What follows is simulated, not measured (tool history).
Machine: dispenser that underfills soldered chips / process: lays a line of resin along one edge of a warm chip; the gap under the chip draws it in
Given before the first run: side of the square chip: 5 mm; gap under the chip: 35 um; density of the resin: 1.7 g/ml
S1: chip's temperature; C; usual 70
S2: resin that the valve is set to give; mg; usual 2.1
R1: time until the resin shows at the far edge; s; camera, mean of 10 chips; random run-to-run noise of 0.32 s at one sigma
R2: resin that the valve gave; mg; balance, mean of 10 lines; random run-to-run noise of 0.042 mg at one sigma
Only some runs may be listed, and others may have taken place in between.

{"run": 1, "hour": 0.0, "S1": 70, "S2": 2.1, "R1": 19.2, "R2": 2.01}
{"run": 2, "hour": 4.9, "S1": 71, "S2": 2.1, "R1": 23.5, "R2": 2.14}
{"hour": 8.2, "done": "new syringe of resin"}
{"run": 3, "hour": 15.8, "S1": 79, "S2": 2.1, "R1": 10.2, "R2": 2.04}
{"run": 4, "hour": 22.6, "S1": 70, "S2": 2.1, "R1": 23.1, "R2": 2.09}
{"hour": 27.6, "done": "new syringe of resin"}
{"run": 5, "hour": 33.3, "S1": 70, "S2": 2.1, "R1": 14.5, "R2": 2.04}
{"run": 6, "hour": 43.7, "S1": 70, "S2": 2.1, "R1": 24.4, "R2": 1.96}
{"hour": 47.1, "done": "new syringe of resin"}
{"run": 7, "hour": 50.8, "S1": 70, "S2": 2.1, "R1": 13.4, "R2": 1.98}
{"run": 8, "hour": 59.8, "S1": 65, "S2": 2.1, "R1": 27.6, "R2": 1.99}
{"hour": 66.7, "done": "new syringe of resin"}
{"run": 9, "hour": 67.1, "S1": 65, "S2": 2.1, "R1": 15.5, "R2": 1.95}
{"run": 10, "hour": 76.1, "S1": 65, "S2": 2.1, "R1": 23.9, "R2": 1.95}
{"run": 11, "hour": 82.0, "S1": 65, "S2": 2.1, "R1": 32.8, "R2": 1.93}
{"hour": 86.1, "done": "new syringe of resin"}
{"run": 12, "hour": 87.2, "S1": 65, "S2": 2.1, "R1": 14.8, "R2": 1.95}
{"run": 13, "hour": 96.5, "S1": 70, "S2": 1.86, "R1": 19.8, "R2": 1.71}
{"run": 14, "hour": 103.7, "S1": 70, "S2": 2.1, "R1": 27.6, "R2": 1.94}
{"hour": 105.5, "done": "new syringe of resin"}
{"run": 15, "hour": 111.8, "S1": 70, "S2": 2.1, "R1": 15.3, "R2": 2.01}
{"run": 16, "hour": 119.4, "S1": 70, "S2": 2.1, "R1": 22.7, "R2": 1.87}
{"hour": 125.1, "done": "new syringe of resin"}
{"run": 17, "hour": 129.2, "S1": 70, "S2": 2.1, "R1": 13.8, "R2": 1.89}
{"run": 18, "hour": 139.4, "S1": 70, "S2": 2.1, "R1": 23.2, "R2": 1.92}
{"hour": 144.7, "done": "new syringe of resin"}
{"run": 19, "hour": 149.5, "S1": 70, "S2": 2.1, "R1": 13.7, "R2": 1.84}
{"run": 20, "hour": 159.7, "S1": 66, "S2": 2.1, "R1": 29, "R2": 1.83}
{"hour": 164.1, "done": "new syringe of resin"}
{"run": 21, "hour": 170.1, "S1": 75, "S2": 2.44, "R1": 11.5, "R2": 2.17}
{"run": 22, "hour": 175.5, "S1": 64, "S2": 2.56, "R1": 26.8, "R2": 2.19}
{"hour": 183.5, "done": "new syringe of resin"}
{"run": 23, "hour": 184.9, "S1": 68, "S2": 2.4, "R1": 13, "R2": 2.12}
{"hour": 186.8, "done": "dispensing valve cleaned and set on the balance"}
{"run": 24, "hour": 195.9, "S1": 64, "S2": 2.21, "R1": 26.3, "R2": 2.15}
{"run": 25, "hour": 200.8, "S1": 58, "S2": 2.1, "R1": 46.6, "R2": 2.07}
{"hour": 204.0, "done": "new syringe of resin"}
{"run": 26, "hour": 209.9, "S1": 73, "S2": 2.1, "R1": 12.5, "R2": 2.06}
{"run": 27, "hour": 216.2, "S1": 55, "S2": 2.5, "R1": 44.2, "R2": 2.49}
{"hour": 223.9, "done": "new syringe of resin"}
{"run": 28, "hour": 225.2, "S1": 59, "S2": 2.1, "R1": 19.8, "R2": 2.07}
{"run": 29, "hour": 230.0, "S1": 58, "S2": 1.87, "R1": 29.5, "R2": 1.84}
{"run": 30, "hour": 239.8, "S1": 58, "S2": 1.87, "R1": 47.4, "R2": 1.76}
{"hour": 243.4, "done": "new syringe of resin"}
{"run": 31, "hour": 247.4, "S1": 77, "S2": 2.34, "R1": 9.5, "R2": 2.24}
{"run": 32, "hour": 256.7, "S1": 81, "S2": 1.84, "R1": 13, "R2": 1.75}
{"run": 33, "hour": 262.0, "S1": 70, "S2": 2.26, "R1": 27.6, "R2": 2.21}
{"hour": 263.0, "done": "new syringe of resin"}
{"run": 34, "hour": 272.9, "S1": 80, "S2": 1.85, "R1": 11.3, "R2": 1.74}
{"run": 35, "hour": 278.6, "S1": 58, "S2": 2.5, "R1": 44.9, "R2": 2.36}
{"hour": 282.9, "done": "new syringe of resin"}
{"run": 36, "hour": 283.7, "S1": 79, "S2": 2.23, "R1": 6.6, "R2": 2.13}

Pick out some run-to-run changes in R1. Of each, how much would a tool without hidden state show as well, from the settings, what came in and chance, and how much is left for the hidden state and any gauge scatter not in both results compared?
Hidden state present: resin's viscosity, % of fresh resin's; dose that the valve gives, % of what is set; true chip temperature over the reading, C; drift of the gauge itself on fill_s, %; drift of the gauge itself on given_mg, %.
Run 25 -> 26: S1 58 -> 73, new syringe of resin. R1 -34.1 s: hidden state -22.4, all else -11.7.
Run 30 -> 31: S1 58 -> 77, S2 1.87 -> 2.34, new syringe of resin. R1 -37.9 s: hidden state -24.6, all else -13.3.
Run 35 -> 36: S1 58 -> 79, S2 2.5 -> 2.23, new syringe of resin. R1 -38.3 s: hidden state -24.4, all else -13.9.

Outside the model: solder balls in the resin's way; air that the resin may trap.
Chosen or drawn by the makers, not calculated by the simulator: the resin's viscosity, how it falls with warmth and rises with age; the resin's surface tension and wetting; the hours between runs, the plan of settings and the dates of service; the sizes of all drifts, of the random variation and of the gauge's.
